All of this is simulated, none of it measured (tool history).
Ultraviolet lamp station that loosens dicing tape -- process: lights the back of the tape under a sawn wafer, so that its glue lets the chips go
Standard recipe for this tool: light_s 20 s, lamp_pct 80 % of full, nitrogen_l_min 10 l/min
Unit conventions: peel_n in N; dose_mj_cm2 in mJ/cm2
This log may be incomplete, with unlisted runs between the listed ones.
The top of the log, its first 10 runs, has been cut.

run   hour  light_s  lamp_pct  nitrogen_l_min  peel_n  dose_mj_cm2
 11  239.7       20        80              10   0.466          260
 12  270.7       20        80              10   0.471          263
 13    289       20        80              10   0.474          259
 14    311       31        80              10   0.221          404
 15  331.8       31        80              10   0.218          405
     340.2  -- lamp changed
 16  354.6       31        80              10   0.221          404
 17  386.4       31        80              10   0.222          406
 18  409.2       15        80              10   0.901          195
 19  441.8       15        80              10   0.925          197
 20    476       20        94              10   0.333          310
 21    495       20        80              15   0.341          263
 22  515.7       20        80              15   0.352          258
 23  549.6       23        68              10   0.484          254
 24  565.7       22        80              10   0.372          288
 25    599       15        68               4   2.367          168
 26  617.2       15        81              14   0.687          201
 27  641.6       16        62               4   2.536          160
 28  660.5       16        62               4   2.579          164
 29  687.6       11        72               4   3.437          132
 30  716.6       25        95               5   0.367          385
 31  733.1       20        80              10   0.458          262
 32  754.5       20        80              10    0.48          264
 33  769.4       20        80               9   0.509          264
 34  789.8       20        80               9    0.51          265

For run 35, what comes out?
 35  819.9       20        80               9       ?            ?

peel_n: 0.506 N
dose_mj_cm2: 260 mJ/cm2
Were there no unlogged condition in the tool, this run, its random variation unchanged, would have produced peel_n 0.505 N, dose_mj_cm2 260 mJ/cm2.

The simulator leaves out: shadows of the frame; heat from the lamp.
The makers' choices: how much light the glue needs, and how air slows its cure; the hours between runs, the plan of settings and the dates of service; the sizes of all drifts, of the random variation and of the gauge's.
